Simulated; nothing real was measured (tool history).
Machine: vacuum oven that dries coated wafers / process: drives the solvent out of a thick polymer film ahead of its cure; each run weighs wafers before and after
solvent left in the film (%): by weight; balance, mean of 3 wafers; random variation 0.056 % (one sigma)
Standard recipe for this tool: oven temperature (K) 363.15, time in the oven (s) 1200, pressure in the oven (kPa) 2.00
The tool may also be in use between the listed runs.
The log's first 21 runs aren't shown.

{"run": 22, "day": 73.996, "oven temperature (K)": 363.15, "time in the oven (s)": 1200, "pressure in the oven (kPa)": 2.0, "solvent left in the film (%)": 4.94}
{"run": 23, "day": 76.504, "oven temperature (K)": 363.15, "time in the oven (s)": 1200, "pressure in the oven (kPa)": 2.0, "solvent left in the film (%)": 4.94}
{"run": 24, "day": 79.988, "oven temperature (K)": 363.15, "time in the oven (s)": 1200, "pressure in the oven (kPa)": 2.0, "solvent left in the film (%)": 4.96}
{"run": 25, "day": 83.121, "oven temperature (K)": 366.15, "time in the oven (s)": 1020, "pressure in the oven (kPa)": 3.26, "solvent left in the film (%)": 5.5}
{"run": 26, "day": 86.921, "oven temperature (K)": 352.15, "time in the oven (s)": 1200, "pressure in the oven (kPa)": 2.0, "solvent left in the film (%)": 9.17}
{"run": 27, "day": 90.333, "oven temperature (K)": 356.15, "time in the oven (s)": 1560, "pressure in the oven (kPa)": 6.78, "solvent left in the film (%)": 10.63}
{"run": 28, "day": 93.325, "oven temperature (K)": 348.15, "time in the oven (s)": 1980, "pressure in the oven (kPa)": 5.15, "solvent left in the film (%)": 11.87}
{"run": 29, "day": 96.146, "oven temperature (K)": 348.15, "time in the oven (s)": 1980, "pressure in the oven (kPa)": 5.15, "solvent left in the film (%)": 11.92}
{"run": 30, "day": 100.304, "oven temperature (K)": 348.15, "time in the oven (s)": 1980, "pressure in the oven (kPa)": 5.15, "solvent left in the film (%)": 12.04}
{"run": 31, "day": 105.242, "oven temperature (K)": 367.15, "time in the oven (s)": 660, "pressure in the oven (kPa)": 3.04, "solvent left in the film (%)": 6.98}
{"run": 32, "day": 107.983, "oven temperature (K)": 351.15, "time in the oven (s)": 660, "pressure in the oven (kPa)": 1.36, "solvent left in the film (%)": 11.66}
{"day": 108.9, "done": "oven's thermocouples calibrated"}
{"run": 33, "day": 112.462, "oven temperature (K)": 350.15, "time in the oven (s)": 1200, "pressure in the oven (kPa)": 6.17, "solvent left in the film (%)": 13.24}
{"run": 34, "day": 117.496, "oven temperature (K)": 350.15, "time in the oven (s)": 1200, "pressure in the oven (kPa)": 6.17, "solvent left in the film (%)": 13.58}
{"run": 35, "day": 122.825, "oven temperature (K)": 350.15, "time in the oven (s)": 1200, "pressure in the oven (kPa)": 6.17, "solvent left in the film (%)": 13.26}
{"run": 36, "day": 126.592, "oven temperature (K)": 349.15, "time in the oven (s)": 660, "pressure in the oven (kPa)": 1.08, "solvent left in the film (%)": 12.02}
{"run": 37, "day": 131.2, "oven temperature (K)": 363.15, "time in the oven (s)": 900, "pressure in the oven (kPa)": 7.57, "solvent left in the film (%)": 10.01}
{"run": 38, "day": 136.367, "oven temperature (K)": 363.15, "time in the oven (s)": 720, "pressure in the oven (kPa)": 7.82, "solvent left in the film (%)": 10.95}
{"run": 39, "day": 141.417, "oven temperature (K)": 368.15, "time in the oven (s)": 1260, "pressure in the oven (kPa)": 1.36, "solvent left in the film (%)": 2.7}
{"run": 40, "day": 144.312, "oven temperature (K)": 368.15, "time in the oven (s)": 1260, "pressure in the oven (kPa)": 1.36, "solvent left in the film (%)": 2.64}
{"run": 41, "day": 147.854, "oven temperature (K)": 368.15, "time in the oven (s)": 1260, "pressure in the oven (kPa)": 1.36, "solvent left in the film (%)": 2.67}
{"run": 42, "day": 152.646, "oven temperature (K)": 363.15, "time in the oven (s)": 2040, "pressure in the oven (kPa)": 4.97, "solvent left in the film (%)": 5.44}
{"run": 43, "day": 155.096, "oven temperature (K)": 375.15, "time in the oven (s)": 1200, "pressure in the oven (kPa)": 4.03, "solvent left in the film (%)": 2.86}
{"run": 44, "day": 158.138, "oven temperature (K)": 375.15, "time in the oven (s)": 1200, "pressure in the oven (kPa)": 4.03, "solvent left in the film (%)": 2.85}
{"run": 45, "day": 162.012, "oven temperature (K)": 356.15, "time in the oven (s)": 1260, "pressure in the oven (kPa)": 4.03, "solvent left in the film (%)": 9.06}
{"run": 46, "day": 166.483, "oven temperature (K)": 356.15, "time in the oven (s)": 1260, "pressure in the oven (kPa)": 4.03, "solvent left in the film (%)": 9.18}

Forecast each of these 4 alternatives for the next run:
{"run": "A", "day": 169.492, "oven temperature (K)": 350.15, "time in the oven (s)": 1200, "pressure in the oven (kPa)": 1.77, "solvent left in the film (%)": "?"}
{"run": "B", "day": 169.492, "oven temperature (K)": 349.15, "time in the oven (s)": 600, "pressure in the oven (kPa)": 7.3, "solvent left in the film (%)": "?"}
{"run": "C", "day": 169.492, "oven temperature (K)": 356.15, "time in the oven (s)": 1440, "pressure in the oven (kPa)": 4.03, "solvent left in the film (%)": "?"}
{"run": "D", "day": 169.492, "oven temperature (K)": 359.15, "time in the oven (s)": 1680, "pressure in the oven (kPa)": 1.75, "solvent left in the film (%)": "?"}

run=A solvent_left_in_the_film_(%)=9.89
run=B solvent_left_in_the_film_(%)=15.95
run=C solvent_left_in_the_film_(%)=8.59
run=D solvent_left_in_the_film_(%)=4.63
With the hidden condition removed and each run's random variation left untouched, the same runs would have given:
run=A solvent_left_in_the_film_(%)=9.88
run=B solvent_left_in_the_film_(%)=15.93
run=C solvent_left_in_the_film_(%)=8.57
run=D solvent_left_in_the_film_(%)=4.61

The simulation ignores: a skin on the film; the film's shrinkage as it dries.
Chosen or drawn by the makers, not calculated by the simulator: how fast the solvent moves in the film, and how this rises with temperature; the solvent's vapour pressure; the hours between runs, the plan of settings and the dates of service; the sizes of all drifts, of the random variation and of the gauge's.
